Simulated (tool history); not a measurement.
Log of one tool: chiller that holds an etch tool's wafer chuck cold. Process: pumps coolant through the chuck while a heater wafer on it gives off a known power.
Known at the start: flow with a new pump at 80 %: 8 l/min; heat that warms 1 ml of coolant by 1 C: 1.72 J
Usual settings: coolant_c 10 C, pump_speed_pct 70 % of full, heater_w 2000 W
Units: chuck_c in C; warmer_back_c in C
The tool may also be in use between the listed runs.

run	day	coolant_c	pump_speed_pct	heater_w	chuck_c	warmer_back_c
1	0.000	10	70	2000	31.0	10.08
2	2.321	10	70	2000	30.8	10.11
3	4.658	10	70	2000	31.0	10.13
4	6.392	10	70	2342	34.6	11.91
5	7.425	10	69	2000	31.2	10.37
6	9.433	10	69	2000	31.3	10.34
7	10.938	10	70	2000	31.2	10.27
8	12.725	10	70	2217	33.1	11.39
9	13.904	10	70	2000	31.0	10.32
10	16.154	10	70	2000	30.9	10.24
11	18.275	10	70	2000	31.2	10.26
12	19.404	10	70	2000	30.9	10.30
13	20.592	10	70	2000	31.0	10.25
14	22.288	10	71	2000	30.8	10.15
15	23.379	7	70	2000	28.1	10.25
16	25.671	10	70	2000	30.9	10.46
17	27.462	9	62	1545	26.9	9.15
18	29.438	9	62	1545	27.0	9.19
19	30.767	9	62	1545	27.0	9.25
# day 31.604: gauge calibrated
20	32.879	9	62	1545	27.0	8.87
21	34.258	18	100	2000	33.7	6.90
22	35.917	10	67	2333	35.3	12.48
23	37.825	14	76	2883	42.3	13.37
24	38.950	14	76	2883	42.4	13.40
25	40.533	13	68	1347	27.4	7.14
26	41.875	14	82	2000	32.5	8.59
27	43.421	14	82	2000	32.5	8.65
28	44.971	14	82	2000	32.3	8.66
29	46.596	1	61	2000	24.3	11.94
30	47.650	1	61	2000	24.4	11.96
31	48.625	1	62	2000	24.2	11.69

4 ways to go on from here, each from the tool as it stands after run 31. What would each give?
A	50.692	1	82	2000	?	?
B	50.692	1	62	1037	?	?
C	50.692	1	76	1869	?	?
D	50.692	1	76	2000	?	?

run	chuck_c	warmer_back_c
A	19.4	8.64
B	13.2	6.21
C	19.3	8.84
D	20.5	9.45
Without the tool's hidden state the same runs would have given:
run	chuck_c	warmer_back_c
A	19.4	8.44
B	13.2	6.01
C	19.3	8.64
D	20.5	9.25
